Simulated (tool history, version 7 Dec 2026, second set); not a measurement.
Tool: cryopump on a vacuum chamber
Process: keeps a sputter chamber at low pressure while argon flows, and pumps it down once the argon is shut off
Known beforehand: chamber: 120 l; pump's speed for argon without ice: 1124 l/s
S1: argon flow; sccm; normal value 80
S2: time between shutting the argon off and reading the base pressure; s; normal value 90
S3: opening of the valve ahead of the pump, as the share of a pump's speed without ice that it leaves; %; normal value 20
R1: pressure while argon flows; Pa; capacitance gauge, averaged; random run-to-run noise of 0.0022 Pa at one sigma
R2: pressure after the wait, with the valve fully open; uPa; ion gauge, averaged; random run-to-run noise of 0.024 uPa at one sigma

run,day,S1,S2,S3,R1,R2
1,0,80,90,20,0.604,2.83
2,1.879,80,90,20,0.6067,2.87
3,3.471,80,90,20,0.6061,2.94
4,5.117,80,90,20,0.6085,2.93
5,6.371,80,90,20,0.6047,2.99
6,7.742,80,90,20,0.6036,3.05
7,9.517,80,90,20,0.6101,3
8,11.079,80,90,20,0.6132,3.07
9,12.738,75,90,20,0.5683,3.11
10,14.662,75,90,20,0.5721,3.15
11,16.796,75,90,20,0.5723,3.18
12,18.396,75,90,20,0.5699,3.33
13,20.554,80,90,31,0.3973,3.32
14,22.571,80,90,31,0.3968,3.38
15,23.638,80,90,20,0.612,3.28
16,25.208,80,90,20,0.6133,3.31
17,26.896,80,90,20,0.6163,3.43
18,27.9,79,59,18,0.6729,3.78
19,29.725,79,59,18,0.6759,3.77
20,31.162,79,59,18,0.6748,3.8
21,32.762,52,48,18,0.4398,4.14
22,34.333,52,48,18,0.4441,4.21
23,36.171,35,231,18,0.2982,3.26
24,37.642,35,231,18,0.3013,3.3

Estimate the outcome of run 25 from the log above:
25,39.396,80,66,21,?,?

R1: 0.5873 Pa
R2: 3.84 uPa
Without the tool's hidden state the same run would have given R1 0.572 Pa, R2 1.14 uPa.

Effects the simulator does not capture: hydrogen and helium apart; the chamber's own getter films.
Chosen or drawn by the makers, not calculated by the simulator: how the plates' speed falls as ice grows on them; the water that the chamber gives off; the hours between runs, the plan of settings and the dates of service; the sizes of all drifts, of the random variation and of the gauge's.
